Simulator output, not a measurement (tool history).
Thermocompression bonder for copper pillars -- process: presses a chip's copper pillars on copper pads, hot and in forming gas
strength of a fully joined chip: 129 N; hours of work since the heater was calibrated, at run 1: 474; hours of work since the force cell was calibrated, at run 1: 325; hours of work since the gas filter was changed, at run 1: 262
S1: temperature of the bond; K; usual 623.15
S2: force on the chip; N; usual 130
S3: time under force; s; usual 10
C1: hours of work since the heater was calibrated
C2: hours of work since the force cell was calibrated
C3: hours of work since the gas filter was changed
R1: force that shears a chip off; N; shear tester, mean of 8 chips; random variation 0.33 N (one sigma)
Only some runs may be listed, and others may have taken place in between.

Run 1, hour 0.0: usual settings; C1 474; C2 325; C3 262. Result: R1 55.5 N.
Run 2, hour 21.7: usual settings but S1 598.15 K; C1 485; C2 335; C3 273. Result: R1 44.1 N.
Run 3, hour 35.3: usual settings; C1 491; C2 342; C3 279. Result: R1 55.7 N.
Run 4, hour 57.7: usual settings; C1 502; C2 352; C3 290. Result: R1 55.7 N.
Run 5, hour 73.0: usual settings; C1 509; C2 360; C3 297. Result: R1 55.6 N.
Run 6, hour 92.1: usual settings; C1 519; C2 369; C3 307. Result: R1 55.5 N.
Run 7, hour 107.0: usual settings but S1 641.15 K; C1 526; C2 376; C3 314. Result: R1 64.6 N.
Run 8, hour 116.5: usual settings but S1 616.15 K; C1 530; C2 381; C3 318. Result: R1 52.4 N.
Run 9, hour 131.6: usual settings but S1 616.15 K, S2 163 N; C1 538; C2 388; C3 326. Result: R1 60.3 N.
Run 10, hour 153.4: usual settings but S1 616.15 K, S2 93 N, S3 6 s; C1 548; C2 398; C3 336. Result: R1 34.3 N.

Estimate the outcome of run 11 from the log above:
Run 11, hour 176.0: usual settings but S1 612.15 K, S2 129 N, S3 15 s; C1 559; C2 409; C3 347. Result: R1 ?.

R1: 58.3 N
On a tool with no hidden condition, and with the same random variation, this run would have come out at R1 57.7 N.
